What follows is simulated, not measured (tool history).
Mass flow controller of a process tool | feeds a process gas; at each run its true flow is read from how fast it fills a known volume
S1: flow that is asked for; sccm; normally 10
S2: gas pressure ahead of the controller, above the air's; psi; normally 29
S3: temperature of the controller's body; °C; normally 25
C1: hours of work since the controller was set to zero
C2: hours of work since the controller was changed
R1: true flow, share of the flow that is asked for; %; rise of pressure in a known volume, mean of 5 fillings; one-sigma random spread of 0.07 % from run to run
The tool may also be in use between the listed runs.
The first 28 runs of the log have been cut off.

Run 29, hour 10441.1: usual settings but S1 4 sccm, S2 31.8 psi, S3 34 °C; C1 7008; C2 7008. Result: R1 100.23 %.
At hour 10898.7: controller exchanged for a calibrated one.
Run 30, hour 10972.5: usual settings but S1 11 sccm, S2 31.8 psi, S3 23 °C; C1 27; C2 27. Result: R1 99.3 %.
Run 31, hour 11477.5: usual settings but S2 28.9 psi, S3 27 °C; C1 210; C2 210. Result: R1 98.94 %.
Run 32, hour 11973.7: usual settings but S1 12 sccm, S2 31.5 psi, S3 27 °C; C1 390; C2 390. Result: R1 99.11 %.
Run 33, hour 12240.9: usual settings but S1 2 sccm, S2 20.7 psi, S3 30 °C; C1 488; C2 488. Result: R1 98.51 %.
Run 34, hour 12505.3: usual settings but S1 2 sccm, S2 20.7 psi, S3 30 °C; C1 584; C2 584. Result: R1 98.68 %.
Run 35, hour 12756.8: usual settings but S1 2 sccm, S2 20.7 psi, S3 30 °C; C1 675; C2 675. Result: R1 98.67 %.
Run 36, hour 13093.4: usual settings but S1 2 sccm, S2 20.7 psi, S3 30 °C; C1 797; C2 797. Result: R1 98.86 %.

Estimate the outcome of run 37 from the log above:
Run 37, hour 13334.3: usual settings but S1 6 sccm, S2 40 psi, S3 32 °C; C1 885; C2 885. Result: R1 ?.

R1: 98.96 %
Take away the tool's hidden state, keep the run-to-run variation as it was, and the same run would have given R1 98.96 %.
